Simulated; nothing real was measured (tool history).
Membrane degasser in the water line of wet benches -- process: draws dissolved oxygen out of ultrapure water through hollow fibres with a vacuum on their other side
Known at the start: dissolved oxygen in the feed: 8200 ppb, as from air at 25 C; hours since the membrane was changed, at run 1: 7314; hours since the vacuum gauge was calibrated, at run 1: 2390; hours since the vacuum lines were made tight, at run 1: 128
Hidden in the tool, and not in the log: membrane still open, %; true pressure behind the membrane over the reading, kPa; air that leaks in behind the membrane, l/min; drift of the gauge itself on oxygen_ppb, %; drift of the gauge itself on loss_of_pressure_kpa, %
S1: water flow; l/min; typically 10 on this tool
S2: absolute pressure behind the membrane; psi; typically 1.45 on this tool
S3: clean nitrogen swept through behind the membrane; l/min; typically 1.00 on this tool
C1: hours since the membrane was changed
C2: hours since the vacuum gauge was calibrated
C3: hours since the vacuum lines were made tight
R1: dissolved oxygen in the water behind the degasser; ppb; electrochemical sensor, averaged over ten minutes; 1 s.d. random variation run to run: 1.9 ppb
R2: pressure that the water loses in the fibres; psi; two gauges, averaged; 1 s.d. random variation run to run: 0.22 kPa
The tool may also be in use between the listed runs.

run	hour	S1	S2	S3	C1	C2	C3	R1	R2
1	0.0	10	1.45	1.00	7314	2390	128	199.4	7.955
2	261.6	10	1.45	1.00	7575	2651	389	196.7	8.005
3	498.4	11	1.45	1.00	7812	2888	626	221.2	8.750
4	751.1	11	1.45	1.00	8065	3141	879	220.4	8.805
5	944.9	11	1.45	1.00	8259	3334	1073	228.4	8.815
6	1236.7	10	1.45	1.00	8550	3626	1364	200.3	8.066
7	1495.0	10	1.00	1.00	8809	3885	1623	130.1	7.989
8	1769.1	10	1.45	1.00	9083	4159	1897	200.7	8.018
9	2041.4	10	1.45	1.00	9355	4431	2169	202.9	8.012
10	2221.7	10	1.45	1.00	9535	4611	2349	204.4	8.035
11	2491.4	9	1.45	1.00	9805	4881	2619	179.3	7.239
12	2627.5	10	1.45	1.00	9941	5017	2755	203.7	8.061
13	2750.6	10	1.45	1.00	10064	5140	2878	204.0	8.044
14	3010.7	10	1.45	1.00	10324	5400	3138	203.0	8.089
15	3237.6	7	1.45	0.42	10551	5627	3365	274.8	5.641
16	3498.3	7	1.45	0.42	10812	5888	3626	277.4	5.622
17	3652.1	11	1.45	0.70	10966	6042	3780	299.3	8.936
18	3787.5	7	0.91	0.47	11101	6177	3915	132.8	5.671
19	3931.9	7	1.38	2.98	11246	6321	4060	53.8	5.701
20	4223.3	7	1.38	2.98	11537	6613	4351	54.1	5.677
21	4363.4	7	1.61	1.00	11677	6753	4491	158.9	5.713
22	4657.6	6	1.45	1.00	11971	7047	4785	114.5	4.867
# hour 4729.5: vacuum gauge calibrated
23	4822.4	8	1.02	0.98	12136	93	4950	100.5	6.482
24	4960.5	7	1.68	1.00	12274	231	5088	157.6	5.694
25	5157.2	7	3.36	0.42	12470	428	5284	745.0	5.667
26	5338.6	10	0.88	1.00	12652	609	5466	112.8	8.147
27	5485.9	14	3.03	2.30	12799	756	5613	357.7	11.412

5 ways to go on from here, each from the tool as it stands after run 27. What would each give?
A	5768.4	14	3.23	0.40	13082	1039	5896	?	?
B	5768.4	14	1.04	0.63	13082	1039	5896	?	?
C	5768.4	14	3.03	0.57	13082	1039	5896	?	?
D	5768.4	10	3.39	1.19	13082	1039	5896	?	?
E	5768.4	13	3.03	2.30	13082	1039	5896	?	?

run	R1	R2
A	1272.6	11.475
B	288.8	11.433
C	973.3	11.420
D	443.4	8.212
E	317.2	10.605
Take away the tool's hidden state, keep each run's random variation, and the runs would have read:
run	R1	R2
A	1245.9	10.829
B	263.5	10.789
C	942.8	10.778
D	420.2	7.749
E	292.6	10.008
